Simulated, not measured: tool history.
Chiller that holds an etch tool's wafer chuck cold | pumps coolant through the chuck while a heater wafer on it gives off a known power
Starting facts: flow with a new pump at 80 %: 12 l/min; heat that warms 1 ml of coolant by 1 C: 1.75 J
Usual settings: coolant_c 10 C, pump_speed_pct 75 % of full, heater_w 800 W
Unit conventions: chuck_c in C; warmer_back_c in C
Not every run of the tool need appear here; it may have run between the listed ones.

| run | hour | coolant_c | pump_speed_pct | heater_w | chuck_c | warmer_back_c |
|---|---|---|---|---|---|---|
| 1 | 0 | 10 | 75 | 800 | 17.3 | 2.46 |
| 2 | 42.6 | 10 | 75 | 800 | 17.4 | 2.45 |
| 3 | 83.3 | 10 | 75 | 800 | 17.4 | 2.44 |
| 4 | 127 | 10 | 75 | 800 | 17.5 | 2.49 |
| 5 | 165 | 8 | 75 | 800 | 15.6 | 2.52 |
| 6 | 222.3 | 8 | 75 | 800 | 15.4 | 2.53 |
| 7 | 276.2 | 10 | 75 | 800 | 17.4 | 2.55 |
| 8 | 318.8 | 10 | 75 | 800 | 17.4 | 2.55 |
| 9 | 383.3 | 10 | 75 | 415 | 13.7 | 1.46 |
| 10 | 413.9 | 10 | 75 | 415 | 13.9 | 1.52 |
| 11 | 472.3 | 10 | 75 | 415 | 14.1 | 1.48 |
| 12 | 527.8 | 10 | 75 | 415 | 13.9 | 1.54 |
| 13 | 585.9 | 10 | 75 | 415 | 13.8 | 1.6 |
| 14 | 642.6 | 10 | 72 | 800 | 17.7 | 2.93 |
| 15 | 706.7 | 10 | 72 | 565 | 15.4 | 2.2 |
| 16 | 737.2 | 10 | 72 | 565 | 15.5 | 2.27 |
| 17 | 799.5 | 16 | 72 | 565 | 21.4 | 2.2 |
|  | 849.6 | gauge calibrated |
| 18 | 851.2 | 3 | 94 | 1056 | 11.2 | 2.54 |
| 19 | 910.4 | 6 | 83 | 1056 | 15.3 | 2.93 |
| 20 | 969.8 | 10 | 75 | 432 | 14.1 | 1.37 |
| 21 | 1004.1 | 9 | 63 | 800 | 17.7 | 3.06 |
| 22 | 1049 | 12 | 68 | 512 | 17.1 | 1.87 |
| 23 | 1088.7 | 12 | 75 | 800 | 19.6 | 2.55 |
| 24 | 1119 | 12 | 75 | 800 | 19.4 | 2.56 |
| 25 | 1163.8 | 3 | 75 | 583 | 8.4 | 1.93 |
| 26 | 1221 | 9 | 86 | 413 | 12.4 | 1.29 |
| 27 | 1257.5 | 1 | 86 | 1038 | 9.7 | 2.94 |
| 28 | 1318.9 | 1 | 86 | 1038 | 9.8 | 2.98 |
| 29 | 1352.5 | 5 | 75 | 953 | 13.9 | 3.15 |
| 30 | 1398.2 | 20 | 97 | 800 | 26.3 | 2.11 |
| 31 | 1454.3 | 5 | 62 | 800 | 13.7 | 3.34 |

Table of differences, measured result less the result of that run with no hidden state. Run-to-run variation is the same in both. Gauge scatter possibly is not:
Unlogged tool condition in this case: heat passed by the chuck's channels, % of clean ones'; flow at a given pump speed, % of a new pump's; coolant's true temperature over the reading, C; drift of the gauge itself on chuck_c, C; drift of the gauge itself on warmer_back_c, C.
| run | warmer_back_c |
|---|---|
| 1 | +0 |
| 2 | +0.02 |
| 3 | +0.05 |
| 4 | +0.07 |
| 5 | +0.09 |
| 6 | +0.11 |
| 7 | +0.15 |
| 8 | +0.18 |
| 9 | +0.21 |
| 10 | +0.22 |
| 11 | +0.26 |
| 12 | +0.29 |
| 13 | +0.32 |
| 14 | +0.34 |
| 15 | +0.38 |
| 16 | +0.4 |
| 17 | +0.43 |
| 18 | +0 |
| 19 | +0.04 |
| 20 | +0.06 |
| 21 | +0.09 |
| 22 | +0.11 |
| 23 | +0.13 |
| 24 | +0.14 |
| 25 | +0.17 |
| 26 | +0.2 |
| 27 | +0.22 |
| 28 | +0.25 |
| 29 | +0.27 |
| 30 | +0.3 |
| 31 | +0.33 |
chuck_c without the hidden state stays within 0.1 C of what was measured, in all runs.
